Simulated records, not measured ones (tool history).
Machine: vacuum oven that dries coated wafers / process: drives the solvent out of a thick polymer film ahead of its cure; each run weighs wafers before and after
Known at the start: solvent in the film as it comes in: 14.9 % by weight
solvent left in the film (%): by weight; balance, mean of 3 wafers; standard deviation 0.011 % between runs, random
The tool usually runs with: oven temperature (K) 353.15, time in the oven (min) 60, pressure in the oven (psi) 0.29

run	hour	oven temperature (K)	time in the oven (min)	pressure in the oven (psi)	solvent left in the film (%)
1	0	353.15	60	0.29	1.48
2	22.6	353.15	60	0.29	1.49
3	60.9	353.15	58	0.29	1.55
4	86.1	367.15	60	0.29	0.64
5	119.1	367.15	60	0.29	0.63
6	145.4	367.15	60	0.29	0.62
7	165.7	353.15	60	0.29	1.46
8	193.4	353.15	60	0.29	1.46
9	229.3	353.15	60	0.29	1.48
10	249	343.15	107	0.293	2.3
11	269.5	343.15	107	0.293	2.29
12	298.7	364.15	60	0.234	0.61
13	320.8	364.15	60	0.234	0.59
14	342.6	364.15	60	0.234	0.6
15	363.1	364.15	60	0.232	0.59
16	392.5	364.15	60	0.232	0.61
17	432.9	340.15	54	0.225	4.99

Difference, measured minus no-hidden-state, one row per run. Run-to-run variation is common to both terms; the gauge's own scatter need not be:
Hidden conditions of the tool in this case: true wafer temperature over the reading, C; true pressure over the reading, kPa; drift of the gauge itself on solvent_pct, %.
run	solvent left in the film (%)
1	-0.1
2	-0.1
3	-0.11
4	+0.03
5	+0.04
6	+0.04
7	-0.11
8	-0.11
9	-0.11
10	-0.16
11	-0.16
12	+0.05
13	+0.05
14	+0.05
15	+0.05
16	+0.05
17	-0.46

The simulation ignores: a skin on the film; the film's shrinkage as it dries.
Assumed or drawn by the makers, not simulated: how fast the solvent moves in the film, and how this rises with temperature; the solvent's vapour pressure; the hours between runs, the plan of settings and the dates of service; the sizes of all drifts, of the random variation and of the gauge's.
